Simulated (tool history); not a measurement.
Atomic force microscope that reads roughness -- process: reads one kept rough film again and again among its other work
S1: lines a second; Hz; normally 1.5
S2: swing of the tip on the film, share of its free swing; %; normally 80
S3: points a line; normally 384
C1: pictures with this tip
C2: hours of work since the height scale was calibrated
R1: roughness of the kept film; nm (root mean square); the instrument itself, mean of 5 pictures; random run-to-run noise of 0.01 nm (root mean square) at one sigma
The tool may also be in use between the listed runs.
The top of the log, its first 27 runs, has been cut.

run,day,S1,S2,S3,C1,C2,R1
28,42.825,1.5,69,493,117,2010,2.564
29,44.371,1.5,69,493,198,2036,2.515
# day 45.004: new tip fitted
30,46.088,1,80,384,57,2063,2.587
31,47.158,1,80,384,114,2081,2.539
32,49.1,1,80,384,216,2113,2.445
# day 49.45: new tip fitted
33,51.029,0.68,78,384,84,2144,2.632
34,52.888,0.68,78,384,182,2174,2.571
# day 53.083: height scale calibrated on a step standard
# day 53.896: new tip fitted
35,54.221,1.42,78,384,17,18,2.557
36,55.979,1.5,81,814,110,47,2.425
37,57.792,1.5,81,814,206,77,2.353
# day 58.45: new tip fitted
38,59.925,1.5,58,452,78,111,2.74
39,61.554,1.02,87,772,164,138,2.414
# day 62.833: new tip fitted
40,62.912,3.29,80,345,4,160,2.174
# day 63.067: height scale calibrated on a step standard, once more
41,64.838,1.55,80,673,104,29,2.391
42,66.483,1.55,80,673,190,56,2.334
# day 67.267: new tip fitted
43,68.858,1.24,60,970,84,94,2.665
44,70.171,1.24,60,970,153,116,2.625
# day 71.708: new tip fitted
45,71.979,2.51,78,564,15,145,2.297
46,73.158,3.3,72,313,77,164,2.283
47,75.383,0.54,85,361,194,201,2.498
# day 76.192: new tip fitted
48,76.658,0.51,58,731,25,221,2.821
49,77.896,0.51,58,346,90,242,2.727
50,78.942,1.94,82,384,145,259,2.242

Alternative continuations, all from the tool just after run 50; predict every row:
# day 80.742: new tip fitted
A,81.158,1.5,80,701,22,295,?
# day 80.742: new tip fitted
B,81.158,0.78,82,343,22,295,?
# day 80.742: new tip fitted
C,81.158,1.73,82,335,22,295,?
# day 80.742: new tip fitted
D,81.158,2.49,82,384,22,295,?

run,R1
A,2.479
B,2.603
C,2.367
D,2.195
The same runs, with their run-to-run variation unchanged, on a tool lacking any hidden condition would have given:
run,R1
A,2.491
B,2.615
C,2.378
D,2.206
